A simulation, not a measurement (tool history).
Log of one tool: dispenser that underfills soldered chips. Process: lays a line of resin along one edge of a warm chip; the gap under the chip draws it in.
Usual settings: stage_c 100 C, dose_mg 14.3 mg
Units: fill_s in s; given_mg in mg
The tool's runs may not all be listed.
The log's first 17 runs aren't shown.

{"run": 18, "hour": 60.1, "stage_c": 100, "dose_mg": 14.3, "fill_s": 110.2, "given_mg": 13.25}
{"hour": 62.8, "done": "dispensing valve cleaned and set on the balance"}
{"run": 19, "hour": 64.6, "stage_c": 100, "dose_mg": 14.3, "fill_s": 121.1, "given_mg": 14.36}
{"run": 20, "hour": 68.8, "stage_c": 100, "dose_mg": 14.3, "fill_s": 138, "given_mg": 14.33}
{"hour": 73.7, "done": "new syringe of resin"}
{"run": 21, "hour": 73.7, "stage_c": 110, "dose_mg": 16.7, "fill_s": 67.3, "given_mg": 16.59}
{"run": 22, "hour": 78.4, "stage_c": 110, "dose_mg": 16.7, "fill_s": 78.1, "given_mg": 16.6}
{"run": 23, "hour": 82.6, "stage_c": 110, "dose_mg": 16.7, "fill_s": 88.3, "given_mg": 16.71}
{"run": 24, "hour": 84.8, "stage_c": 110, "dose_mg": 16.7, "fill_s": 93.6, "given_mg": 16.64}
{"run": 25, "hour": 88.2, "stage_c": 110, "dose_mg": 14.6, "fill_s": 104.4, "given_mg": 14.46}
{"hour": 90.7, "done": "new syringe of resin"}
{"run": 26, "hour": 91.3, "stage_c": 93, "dose_mg": 17, "fill_s": 124.8, "given_mg": 16.9}
{"run": 27, "hour": 93.7, "stage_c": 96, "dose_mg": 13.1, "fill_s": 118.9, "given_mg": 13.01}
{"run": 28, "hour": 97.5, "stage_c": 96, "dose_mg": 13.1, "fill_s": 136.1, "given_mg": 12.92}
{"run": 29, "hour": 99.9, "stage_c": 108, "dose_mg": 16.9, "fill_s": 94.9, "given_mg": 16.58}
{"run": 30, "hour": 102.8, "stage_c": 108, "dose_mg": 16.9, "fill_s": 102.2, "given_mg": 16.55}
{"hour": 107.5, "done": "new syringe of resin"}
{"run": 31, "hour": 107.8, "stage_c": 108, "dose_mg": 16.9, "fill_s": 73.3, "given_mg": 16.57}

Forecast run 32:
{"run": 32, "hour": 109.9, "stage_c": 108, "dose_mg": 16.9, "fill_s": "?", "given_mg": "?"}

fill_s: 79.4 s
given_mg: 16.49 mg
Without the tool's hidden state the same run would have given fill_s 73.7 s, given_mg 16.76 mg.

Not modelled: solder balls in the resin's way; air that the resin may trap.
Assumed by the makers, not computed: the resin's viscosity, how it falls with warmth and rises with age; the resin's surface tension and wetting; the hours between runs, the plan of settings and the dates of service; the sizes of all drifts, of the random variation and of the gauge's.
